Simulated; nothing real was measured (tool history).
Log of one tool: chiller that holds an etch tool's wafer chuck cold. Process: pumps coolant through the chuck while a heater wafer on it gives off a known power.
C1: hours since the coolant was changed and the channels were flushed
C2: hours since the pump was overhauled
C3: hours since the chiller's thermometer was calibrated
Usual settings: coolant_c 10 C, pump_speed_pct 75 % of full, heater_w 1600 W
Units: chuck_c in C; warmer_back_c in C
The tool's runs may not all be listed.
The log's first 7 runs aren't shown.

run 8 hour=724.0 | coolant_c=1 pump_speed_pct=75 heater_w=1600 | C1=6988 C2=5583 C3=2448 | chuck_c=21.9 warmer_back_c=5.04
run 9 hour=832.8 | coolant_c=1 pump_speed_pct=75 heater_w=1600 | C1=7097 C2=5692 C3=2557 | chuck_c=21.8 warmer_back_c=5.07
run 10 hour=917.6 | coolant_c=10 pump_speed_pct=75 heater_w=2177 | C1=7182 C2=5777 C3=2641 | chuck_c=38.5 warmer_back_c=6.79
-- hour=956.8 coolant changed, channels flushed
run 11 hour=1006.5 | coolant_c=10 pump_speed_pct=75 heater_w=1600 | C1=50 C2=5860 C3=2724 | chuck_c=30.9 warmer_back_c=5.03
run 12 hour=1149.4 | coolant_c=10 pump_speed_pct=75 heater_w=1600 | C1=193 C2=6002 C3=2867 | chuck_c=30.9 warmer_back_c=5.05
run 13 hour=1220.7 | coolant_c=10 pump_speed_pct=75 heater_w=1600 | C1=264 C2=6074 C3=2938 | chuck_c=30.9 warmer_back_c=5.06
run 14 hour=1283.8 | coolant_c=10 pump_speed_pct=75 heater_w=1600 | C1=327 C2=6137 C3=3002 | chuck_c=30.7 warmer_back_c=5.06
run 15 hour=1434.1 | coolant_c=10 pump_speed_pct=75 heater_w=1600 | C1=477 C2=6287 C3=3152 | chuck_c=30.7 warmer_back_c=5.08
run 16 hour=1564.6 | coolant_c=10 pump_speed_pct=75 heater_w=2100 | C1=608 C2=6418 C3=3282 | chuck_c=37.3 warmer_back_c=6.63
run 17 hour=1625.2 | coolant_c=16 pump_speed_pct=94 heater_w=883 | C1=668 C2=6478 C3=3343 | chuck_c=25.9 warmer_back_c=2.31
run 18 hour=1691.1 | coolant_c=8 pump_speed_pct=73 heater_w=1368 | C1=734 C2=6544 C3=3409 | chuck_c=26.1 warmer_back_c=4.50
run 19 hour=1827.4 | coolant_c=8 pump_speed_pct=73 heater_w=1368 | C1=871 C2=6681 C3=3545 | chuck_c=26.2 warmer_back_c=4.57
run 20 hour=1919.5 | coolant_c=8 pump_speed_pct=73 heater_w=1368 | C1=963 C2=6773 C3=3637 | chuck_c=26.4 warmer_back_c=4.54
run 21 hour=2045.9 | coolant_c=8 pump_speed_pct=73 heater_w=1368 | C1=1089 C2=6899 C3=3764 | chuck_c=26.2 warmer_back_c=4.53
run 22 hour=2163.0 | coolant_c=18 pump_speed_pct=100 heater_w=1803 | C1=1206 C2=7016 C3=3881 | chuck_c=37.1 warmer_back_c=4.31
run 23 hour=2269.6 | coolant_c=10 pump_speed_pct=88 heater_w=1803 | C1=1313 C2=7123 C3=3987 | chuck_c=30.9 warmer_back_c=4.95
run 24 hour=2342.3 | coolant_c=10 pump_speed_pct=75 heater_w=1413 | C1=1386 C2=7195 C3=4060 | chuck_c=28.4 warmer_back_c=4.58
run 25 hour=2421.0 | coolant_c=10 pump_speed_pct=64 heater_w=1068 | C1=1464 C2=7274 C3=4139 | chuck_c=25.5 warmer_back_c=4.09
run 26 hour=2553.7 | coolant_c=19 pump_speed_pct=98 heater_w=1600 | C1=1597 C2=7407 C3=4272 | chuck_c=36.3 warmer_back_c=3.93
run 27 hour=2673.5 | coolant_c=19 pump_speed_pct=98 heater_w=1600 | C1=1717 C2=7527 C3=4391 | chuck_c=36.3 warmer_back_c=3.94
run 28 hour=2803.8 | coolant_c=19 pump_speed_pct=98 heater_w=1875 | C1=1847 C2=7657 C3=4522 | chuck_c=39.2 warmer_back_c=4.64
run 29 hour=2883.1 | coolant_c=10 pump_speed_pct=83 heater_w=1600 | C1=1926 C2=7736 C3=4601 | chuck_c=29.2 warmer_back_c=4.70
-- hour=2915.1 chiller's thermometer calibrated
run 30 hour=3031.2 | coolant_c=14 pump_speed_pct=82 heater_w=1387 | C1=2073 C2=7883 C3=116 | chuck_c=30.9 warmer_back_c=4.15
run 31 hour=3093.4 | coolant_c=13 pump_speed_pct=85 heater_w=2137 | C1=2136 C2=7946 C3=178 | chuck_c=38.6 warmer_back_c=6.06
run 32 hour=3233.4 | coolant_c=13 pump_speed_pct=85 heater_w=2137 | C1=2276 C2=8085 C3=318 | chuck_c=38.5 warmer_back_c=6.09

4 ways to go on from here, each from the tool as it stands after run 32. What would each give?
run A hour=3366.9 | coolant_c=3 pump_speed_pct=88 heater_w=1617 | C1=2409 C2=8219 C3=452 | chuck_c=? warmer_back_c=?
run B hour=3366.9 | coolant_c=10 pump_speed_pct=65 heater_w=1431 | C1=2409 C2=8219 C3=452 | chuck_c=? warmer_back_c=?
run C hour=3366.9 | coolant_c=3 pump_speed_pct=85 heater_w=2137 | C1=2409 C2=8219 C3=452 | chuck_c=? warmer_back_c=?
run D hour=3366.9 | coolant_c=9 pump_speed_pct=74 heater_w=2059 | C1=2409 C2=8219 C3=452 | chuck_c=? warmer_back_c=?

run=A chuck_c=21.8 warmer_back_c=4.56
run=B chuck_c=30.8 warmer_back_c=5.46
run=C chuck_c=28.4 warmer_back_c=6.07
run=D chuck_c=36.1 warmer_back_c=6.82
Without the tool's hidden state the same runs would have given:
run=A chuck_c=21.8 warmer_back_c=4.29
run=B chuck_c=30.8 warmer_back_c=5.19
run=C chuck_c=28.4 warmer_back_c=5.80
run=D chuck_c=36.1 warmer_back_c=6.55
